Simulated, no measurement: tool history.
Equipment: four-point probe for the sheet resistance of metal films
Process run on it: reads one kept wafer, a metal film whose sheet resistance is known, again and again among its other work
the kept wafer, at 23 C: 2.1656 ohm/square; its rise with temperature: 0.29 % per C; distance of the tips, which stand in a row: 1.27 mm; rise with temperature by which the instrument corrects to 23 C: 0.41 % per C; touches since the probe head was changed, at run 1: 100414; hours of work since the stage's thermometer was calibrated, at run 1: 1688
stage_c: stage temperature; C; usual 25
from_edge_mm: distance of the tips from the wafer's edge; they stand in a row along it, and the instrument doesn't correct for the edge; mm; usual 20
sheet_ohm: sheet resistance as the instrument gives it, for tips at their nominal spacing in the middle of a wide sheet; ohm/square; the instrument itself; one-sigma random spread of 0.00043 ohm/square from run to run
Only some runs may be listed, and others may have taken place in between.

run	hour	stage_c	from_edge_mm	touches since the probe head was changed	hours of work since the stage's thermometer was calibrated	sheet_ohm
1	0.0	25	20	100414	1688	2.141898
2	46.9	25	20	101860	1709	2.141304
3	131.5	33	20	104469	1747	2.121663
4	219.2	21	20	107174	1786	2.150030
5	258.2	21	20	108375	1804	2.149151
# hour 277.8: new probe head fitted
6	320.8	21	20	1325	1832	2.164354
7	393.4	25	20	3563	1864	2.153357
8	467.7	19	20	5855	1898	2.167459
9	539.4	19	20	8066	1930	2.166565
10	618.3	25	49	10499	1966	2.147233
11	661.1	25	49	11820	1985	2.146900
12	734.9	25	20	14094	2018	2.149810
13	820.6	25	20	16738	2057	2.148755
14	899.8	19	20	19179	2093	2.163714
15	961.9	19	38	21096	2121	2.160222
16	1054.6	29	6	23953	2162	2.184178
17	1137.0	34	5	26496	2199	2.192322
18	1180.2	25	12	27827	2219	2.155369
19	1244.4	31	18	29807	2248	2.132431
20	1287.8	25	17	31145	2267	2.147302
21	1327.4	28	63	32365	2285	2.133871
22	1379.5	28	63	33971	2309	2.132697
23	1460.1	22	20	36457	2345	2.151496
24	1552.3	27	7	39301	2386	2.171406
25	1595.6	28	3	40635	2406	2.317330
26	1687.7	19	16	43475	2447	2.159373
27	1734.6	19	16	44921	2469	2.159423
28	1796.1	19	3	46818	2496	2.339789

Alternative continuations, all from the tool just after run 28; predict every row:
A	1861.9	20	31	48848	2526	?
B	1861.9	22	12	48848	2526	?
C	1861.9	21	25	48848	2526	?

run	sheet_ohm
A	2.151059
B	2.155875
C	2.148787
Without the tool's hidden state the same runs would have given:
run	sheet_ohm
A	2.176054
B	2.180943
C	2.173769

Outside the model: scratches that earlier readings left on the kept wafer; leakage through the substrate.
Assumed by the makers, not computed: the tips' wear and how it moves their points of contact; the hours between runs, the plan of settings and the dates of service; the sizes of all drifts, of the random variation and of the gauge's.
